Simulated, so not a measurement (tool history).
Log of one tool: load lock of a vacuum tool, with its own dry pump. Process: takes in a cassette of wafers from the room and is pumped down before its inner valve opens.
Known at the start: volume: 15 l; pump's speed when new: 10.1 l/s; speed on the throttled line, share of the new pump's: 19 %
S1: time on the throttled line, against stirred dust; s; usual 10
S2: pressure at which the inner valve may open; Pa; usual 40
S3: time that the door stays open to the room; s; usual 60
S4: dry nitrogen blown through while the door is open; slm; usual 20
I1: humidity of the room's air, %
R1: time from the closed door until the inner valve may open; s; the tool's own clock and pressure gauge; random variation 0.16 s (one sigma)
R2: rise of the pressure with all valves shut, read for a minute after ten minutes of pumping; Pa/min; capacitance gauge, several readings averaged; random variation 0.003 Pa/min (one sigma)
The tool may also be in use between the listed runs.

Run 1, hour 0: usual settings; I1 40.7. Result: R1 19.7 s, R2 0.037 Pa/min.
Run 2, hour 75.7: usual settings; I1 44.9. Result: R1 20 s, R2 0.045 Pa/min.
Run 3, hour 149.5: usual settings; I1 44.3. Result: R1 19.7 s, R2 0.042 Pa/min.
Run 4, hour 236.4: usual settings; I1 46. Result: R1 19.9 s, R2 0.049 Pa/min.
Run 5, hour 337.8: usual settings; I1 45.8. Result: R1 20 s, R2 0.041 Pa/min.
Run 6, hour 389.3: usual settings; I1 45.3. Result: R1 19.9 s, R2 0.047 Pa/min.
Run 7, hour 475: usual settings; I1 41.1. Result: R1 19.8 s, R2 0.04 Pa/min.
Run 8, hour 578.8: usual settings; I1 43. Result: R1 20.1 s, R2 0.041 Pa/min.
Run 9, hour 638.1: usual settings; I1 44.2. Result: R1 20.2 s, R2 0.046 Pa/min.
Run 10, hour 697.4: usual settings; I1 45.6. Result: R1 20.1 s, R2 0.052 Pa/min.
Run 11, hour 800.9: usual settings but S3 41 s; I1 41.4. Result: R1 20 s, R2 0.044 Pa/min.
Run 12, hour 892.8: usual settings but S1 5 s, S3 41 s; I1 45.3. Result: R1 16 s, R2 0.046 Pa/min.
Run 13, hour 946.1: usual settings but S4 13 slm; I1 42.2. Result: R1 20.2 s, R2 0.052 Pa/min.
Run 14, hour 1011.2: usual settings but S4 13 slm; I1 44.2. Result: R1 19.9 s, R2 0.054 Pa/min.
Run 15, hour 1119: usual settings but S4 13 slm; I1 42.7. Result: R1 20 s, R2 0.055 Pa/min.
Run 16, hour 1189.4: usual settings but S4 13 slm; I1 45.9. Result: R1 20.1 s, R2 0.057 Pa/min.
Run 17, hour 1281.2: usual settings but S4 13 slm; I1 42.1. Result: R1 20.5 s, R2 0.051 Pa/min.
Run 18, hour 1357.3: usual settings but S4 13 slm; I1 46.8. Result: R1 20 s, R2 0.057 Pa/min.
Run 19, hour 1423.5: usual settings but S3 230 s; I1 45.8. Result: R1 20 s, R2 0.079 Pa/min.
Run 20, hour 1516.9: usual settings but S3 230 s; I1 45.8. Result: R1 20.2 s, R2 0.076 Pa/min.
Run 21, hour 1606.7: usual settings but S3 230 s; I1 45.4. Result: R1 20.1 s, R2 0.079 Pa/min.
Run 22, hour 1711.7: usual settings but S3 230 s; I1 49.9. Result: R1 20.4 s, R2 0.089 Pa/min.
Run 23, hour 1798.6: usual settings but S3 230 s; I1 46.2. Result: R1 20.2 s, R2 0.083 Pa/min.
Run 24, hour 1913.5: usual settings but S1 19 s, S2 73 Pa, S4 7 slm; I1 45. Result: R1 26.7 s, R2 0.064 Pa/min.
Run 25, hour 1975.6: usual settings but S1 19 s, S2 73 Pa, S4 7 slm; I1 40.5. Result: R1 26.6 s, R2 0.06 Pa/min.
Run 26, hour 2068.8: usual settings but S2 28 Pa, S3 52 s; I1 46.2. Result: R1 20.9 s, R2 0.058 Pa/min.
Run 27, hour 2178.9: usual settings but S1 16 s, S2 33 Pa, S3 105 s, S4 5 slm; I1 42.5. Result: R1 25.6 s, R2 0.088 Pa/min.
Run 28, hour 2299.3: usual settings but S1 16 s, S2 33 Pa, S3 105 s, S4 5 slm; I1 45.4. Result: R1 25.4 s, R2 0.092 Pa/min.
Run 29, hour 2354.7: usual settings but S2 37 Pa; I1 44. Result: R1 20.4 s, R2 0.068 Pa/min.
Run 30, hour 2419.3: usual settings but S1 17 s, S2 50 Pa; I1 44.8. Result: R1 25.8 s, R2 0.064 Pa/min.
Run 31, hour 2506.3: usual settings but S1 17 s, S2 50 Pa; I1 45.4. Result: R1 25.6 s, R2 0.068 Pa/min.
Run 32, hour 2603.2: usual settings but S1 17 s, S2 50 Pa; I1 44.1. Result: R1 25.3 s, R2 0.059 Pa/min.
Run 33, hour 2719.8: usual settings but S1 17 s, S2 59 Pa; I1 44.1. Result: R1 25.3 s, R2 0.068 Pa/min.
Run 34, hour 2775.3: usual settings but S1 17 s, S2 59 Pa; I1 43.9. Result: R1 25.3 s, R2 0.066 Pa/min.
Run 35, hour 2895.1: usual settings but S3 83 s, S4 10 slm; I1 45.1. Result: R1 20.4 s, R2 0.086 Pa/min.
Run 36, hour 3010.7: usual settings but S3 83 s, S4 10 slm; I1 45.4. Result: R1 20.5 s, R2 0.081 Pa/min.
Run 37, hour 3099.6: usual settings but S3 83 s, S4 10 slm; I1 42.6. Result: R1 20.4 s, R2 0.083 Pa/min.
Run 38, hour 3169: usual settings but S2 70 Pa, S4 5 slm; I1 46. Result: R1 19.5 s, R2 0.087 Pa/min.

Some steps in R1 between neighbouring runs. How much of each would the tool show without its hidden state too (settings, what came in, random variation), and how much is left for the hidden state, with any gauge scatter that isn't in both results?
The hidden state here: pump's speed, % of a new pump's; leak at the door's seal, Pa l/s; drift of the gauge itself on ready_s, %; drift of the gauge itself on rise_pa_min, %.
Run 1 -> 2: no setting changed, nothing entered. R1 +0.3 s: hidden state +0.1, all else +0.2.
Run 5 -> 6: no setting changed, nothing entered. R1 -0.1 s: hidden state +0.1, all else -0.2.
Run 13 -> 14: no setting changed, nothing entered. R1 -0.3 s: hidden state +0.1, all else -0.4.
Run 23 -> 24: S1 10 -> 19, S2 40 -> 73, S3 230 -> 60, S4 20 -> 7. R1 +6.5 s: hidden state +0, all else +6.5.
Run 25 -> 26: S1 19 -> 10, S2 73 -> 28, S3 60 -> 52, S4 7 -> 20. R1 -5.7 s: hidden state +0, all else -5.7.
Run 29 -> 30: S1 10 -> 17, S2 37 -> 50. R1 +5.4 s: hidden state -0.1, all else +5.5.
